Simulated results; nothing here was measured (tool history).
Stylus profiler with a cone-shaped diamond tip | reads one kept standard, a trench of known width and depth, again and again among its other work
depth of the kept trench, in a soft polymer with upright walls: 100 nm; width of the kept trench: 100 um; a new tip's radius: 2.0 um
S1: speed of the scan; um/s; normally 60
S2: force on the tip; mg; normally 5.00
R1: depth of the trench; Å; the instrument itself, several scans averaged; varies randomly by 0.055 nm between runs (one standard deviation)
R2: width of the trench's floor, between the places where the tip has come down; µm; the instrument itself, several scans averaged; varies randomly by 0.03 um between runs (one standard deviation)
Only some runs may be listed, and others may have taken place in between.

{"run": 1, "day": 0.0, "S1": 60, "S2": 5.0, "R1": 1016.1, "R2": 98.59}
{"run": 2, "day": 0.617, "S1": 60, "S2": 5.0, "R1": 1016.1, "R2": 98.64}
{"run": 3, "day": 1.038, "S1": 60, "S2": 5.0, "R1": 1015.7, "R2": 98.59}
{"run": 4, "day": 1.496, "S1": 60, "S2": 4.59, "R1": 1014.8, "R2": 98.61}
{"run": 5, "day": 2.042, "S1": 226, "S2": 5.0, "R1": 1015.9, "R2": 98.38}
{"run": 6, "day": 2.575, "S1": 226, "S2": 5.0, "R1": 1015.1, "R2": 98.3}
{"run": 7, "day": 2.958, "S1": 226, "S2": 5.0, "R1": 1015.7, "R2": 98.31}
{"run": 8, "day": 3.788, "S1": 226, "S2": 5.0, "R1": 1015.4, "R2": 98.38}
{"run": 9, "day": 4.633, "S1": 226, "S2": 5.0, "R1": 1015.8, "R2": 98.31}
{"run": 10, "day": 5.5, "S1": 226, "S2": 5.0, "R1": 1017.2, "R2": 98.3}
{"run": 11, "day": 6.233, "S1": 226, "S2": 5.0, "R1": 1015.7, "R2": 98.33}
{"run": 12, "day": 7.033, "S1": 226, "S2": 5.0, "R1": 1016.6, "R2": 98.31}
{"run": 13, "day": 7.704, "S1": 226, "S2": 5.0, "R1": 1015.3, "R2": 98.27}
{"run": 14, "day": 8.55, "S1": 60, "S2": 5.0, "R1": 1015.5, "R2": 98.55}
{"run": 15, "day": 9.438, "S1": 60, "S2": 5.0, "R1": 1015.7, "R2": 98.59}
{"run": 16, "day": 10.162, "S1": 60, "S2": 12.25, "R1": 1029.3, "R2": 98.63}
{"run": 17, "day": 10.675, "S1": 60, "S2": 5.0, "R1": 1015.4, "R2": 98.56}
{"run": 18, "day": 11.408, "S1": 60, "S2": 5.0, "R1": 1015.6, "R2": 98.59}
{"run": 19, "day": 11.846, "S1": 66, "S2": 5.0, "R1": 1015.4, "R2": 98.56}
{"run": 20, "day": 12.412, "S1": 66, "S2": 5.0, "R1": 1016.2, "R2": 98.56}
{"run": 21, "day": 13.225, "S1": 89, "S2": 1.82, "R1": 1006.0, "R2": 98.4}
{"run": 22, "day": 13.996, "S1": 32, "S2": 3.36, "R1": 1012.3, "R2": 98.58}
{"run": 23, "day": 14.742, "S1": 32, "S2": 3.36, "R1": 1011.4, "R2": 98.6}
{"run": 24, "day": 15.217, "S1": 18, "S2": 4.16, "R1": 1013.4, "R2": 98.63}
{"run": 25, "day": 15.738, "S1": 19, "S2": 11.36, "R1": 1028.2, "R2": 98.68}
{"run": 26, "day": 16.362, "S1": 60, "S2": 13.2, "R1": 1031.0, "R2": 98.56}
{"run": 27, "day": 17.204, "S1": 21, "S2": 2.88, "R1": 1010.4, "R2": 98.6}
{"run": 28, "day": 17.588, "S1": 21, "S2": 2.1, "R1": 1008.1, "R2": 98.58}
{"run": 29, "day": 18.433, "S1": 21, "S2": 2.1, "R1": 1008.2, "R2": 98.6}
{"run": 30, "day": 19.204, "S1": 21, "S2": 2.1, "R1": 1008.3, "R2": 98.59}
{"run": 31, "day": 20.058, "S1": 195, "S2": 3.1, "R1": 1010.3, "R2": 98.22}
{"run": 32, "day": 20.45, "S1": 216, "S2": 3.87, "R1": 1013.3, "R2": 98.28}
{"run": 33, "day": 21.358, "S1": 39, "S2": 4.53, "R1": 1014.3, "R2": 98.62}
{"run": 34, "day": 22.271, "S1": 16, "S2": 5.05, "R1": 1015.8, "R2": 98.58}
{"run": 35, "day": 22.958, "S1": 236, "S2": 4.05, "R1": 1014.1, "R2": 98.26}
{"run": 36, "day": 23.417, "S1": 236, "S2": 4.05, "R1": 1012.5, "R2": 98.17}
{"run": 37, "day": 23.921, "S1": 39, "S2": 4.05, "R1": 1013.3, "R2": 98.56}
{"run": 38, "day": 24.696, "S1": 39, "S2": 4.05, "R1": 1012.6, "R2": 98.57}

Forecast each of these 3 alternatives for the next run:
{"run": "A", "day": 25.183, "S1": 108, "S2": 1.84, "R1": "?", "R2": "?"}
{"run": "B", "day": 25.183, "S1": 18, "S2": 5.0, "R1": "?", "R2": "?"}
{"run": "C", "day": 25.183, "S1": 37, "S2": 7.0, "R1": "?", "R2": "?"}

run=A R1=1006.6 R2=98.35
run=B R1=1014.9 R2=98.60
run=C R1=1019.5 R2=98.56
The same runs, with their run-to-run variation unchanged, on a tool lacking any hidden condition would have given:
run=A R1=1008.5 R2=98.47
run=B R1=1016.8 R2=98.72
run=C R1=1021.4 R2=98.68
